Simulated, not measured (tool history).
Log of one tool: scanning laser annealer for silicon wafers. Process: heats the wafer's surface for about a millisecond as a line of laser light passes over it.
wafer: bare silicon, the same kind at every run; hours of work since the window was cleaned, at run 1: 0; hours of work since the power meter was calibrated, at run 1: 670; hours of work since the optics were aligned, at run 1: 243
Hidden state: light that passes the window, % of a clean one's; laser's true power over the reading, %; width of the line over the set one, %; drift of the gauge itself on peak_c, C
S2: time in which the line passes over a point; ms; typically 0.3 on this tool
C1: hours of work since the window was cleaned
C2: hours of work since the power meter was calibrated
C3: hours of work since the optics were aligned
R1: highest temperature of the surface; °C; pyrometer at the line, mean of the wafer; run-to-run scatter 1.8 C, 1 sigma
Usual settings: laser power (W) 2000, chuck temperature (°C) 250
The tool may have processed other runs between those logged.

{"run": 1, "hour": 0.0, "laser power (W)": 2000, "S2": 0.3, "chuck temperature (°C)": 250, "C1": 0, "C2": 670, "C3": 243, "R1": 1065}
{"run": 2, "hour": 22.8, "laser power (W)": 2000, "S2": 0.3, "chuck temperature (°C)": 250, "C1": 16, "C2": 686, "C3": 259, "R1": 1063}
{"run": 3, "hour": 47.2, "laser power (W)": 2000, "S2": 0.3, "chuck temperature (°C)": 250, "C1": 33, "C2": 703, "C3": 276, "R1": 1058}
{"run": 4, "hour": 70.6, "laser power (W)": 2000, "S2": 0.338, "chuck temperature (°C)": 250, "C1": 50, "C2": 720, "C3": 292, "R1": 1115}
{"run": 5, "hour": 89.9, "laser power (W)": 2000, "S2": 0.3, "chuck temperature (°C)": 250, "C1": 63, "C2": 733, "C3": 306, "R1": 1055}
{"run": 6, "hour": 103.5, "laser power (W)": 2028, "S2": 0.3, "chuck temperature (°C)": 250, "C1": 73, "C2": 743, "C3": 316, "R1": 1069}
{"run": 7, "hour": 122.5, "laser power (W)": 2028, "S2": 0.3, "chuck temperature (°C)": 250, "C1": 86, "C2": 756, "C3": 329, "R1": 1065}
{"run": 8, "hour": 138.3, "laser power (W)": 2028, "S2": 0.3, "chuck temperature (°C)": 250, "C1": 98, "C2": 767, "C3": 340, "R1": 1066}
{"run": 9, "hour": 167.5, "laser power (W)": 2028, "S2": 0.3, "chuck temperature (°C)": 250, "C1": 118, "C2": 788, "C3": 361, "R1": 1061}
{"run": 10, "hour": 185.0, "laser power (W)": 2028, "S2": 0.3, "chuck temperature (°C)": 250, "C1": 131, "C2": 800, "C3": 373, "R1": 1065}
{"run": 11, "hour": 202.0, "laser power (W)": 2028, "S2": 0.3, "chuck temperature (°C)": 250, "C1": 143, "C2": 812, "C3": 385, "R1": 1061}
{"run": 12, "hour": 215.6, "laser power (W)": 2028, "S2": 0.3, "chuck temperature (°C)": 250, "C1": 152, "C2": 822, "C3": 395, "R1": 1060}
{"run": 13, "hour": 231.1, "laser power (W)": 2194, "S2": 0.352, "chuck temperature (°C)": 254, "C1": 163, "C2": 833, "C3": 406, "R1": 1241}
{"run": 14, "hour": 258.4, "laser power (W)": 1859, "S2": 0.3, "chuck temperature (°C)": 220, "C1": 182, "C2": 852, "C3": 425, "R1": 937}
{"run": 15, "hour": 272.8, "laser power (W)": 1859, "S2": 0.319, "chuck temperature (°C)": 287, "C1": 193, "C2": 862, "C3": 435, "R1": 1031}
{"run": 16, "hour": 292.2, "laser power (W)": 1859, "S2": 0.319, "chuck temperature (°C)": 287, "C1": 206, "C2": 876, "C3": 449, "R1": 1029}
{"run": 17, "hour": 313.5, "laser power (W)": 1859, "S2": 0.319, "chuck temperature (°C)": 287, "C1": 221, "C2": 891, "C3": 464, "R1": 1025}
{"run": 18, "hour": 332.4, "laser power (W)": 1778, "S2": 0.3, "chuck temperature (°C)": 250, "C1": 235, "C2": 904, "C3": 477, "R1": 924}
{"run": 19, "hour": 362.8, "laser power (W)": 1778, "S2": 0.3, "chuck temperature (°C)": 250, "C1": 256, "C2": 926, "C3": 499, "R1": 921}
{"run": 20, "hour": 381.5, "laser power (W)": 1778, "S2": 0.3, "chuck temperature (°C)": 250, "C1": 269, "C2": 939, "C3": 512, "R1": 919}
{"run": 21, "hour": 411.0, "laser power (W)": 1778, "S2": 0.21, "chuck temperature (°C)": 266, "C1": 290, "C2": 960, "C3": 533, "R1": 808}
{"run": 22, "hour": 430.6, "laser power (W)": 1778, "S2": 0.21, "chuck temperature (°C)": 266, "C1": 304, "C2": 974, "C3": 547, "R1": 802}
{"run": 23, "hour": 453.2, "laser power (W)": 1944, "S2": 0.263, "chuck temperature (°C)": 250, "C1": 320, "C2": 990, "C3": 562, "R1": 942}
{"run": 24, "hour": 480.8, "laser power (W)": 1702, "S2": 0.3, "chuck temperature (°C)": 250, "C1": 339, "C2": 1009, "C3": 582, "R1": 873}

Consider 3 possible next runs. They are alternatives, not a sequence: every one starts from the tool as it was left by run 24. What does each give?
{"run": "A", "hour": 501.2, "laser power (W)": 1923, "S2": 0.3, "chuck temperature (°C)": 278, "C1": 354, "C2": 1024, "C3": 596, "R1": "?"}
{"run": "B", "hour": 501.2, "laser power (W)": 2043, "S2": 0.3, "chuck temperature (°C)": 250, "C1": 354, "C2": 1024, "C3": 596, "R1": "?"}
{"run": "C", "hour": 501.2, "laser power (W)": 1702, "S2": 0.294, "chuck temperature (°C)": 250, "C1": 354, "C2": 1024, "C3": 596, "R1": "?"}

run=A R1=1012
run=B R1=1045
run=C R1=865
The same runs, with their run-to-run variation unchanged, on a tool lacking any hidden condition would have given:
run=A R1=1057
run=B R1=1094
run=C R1=903
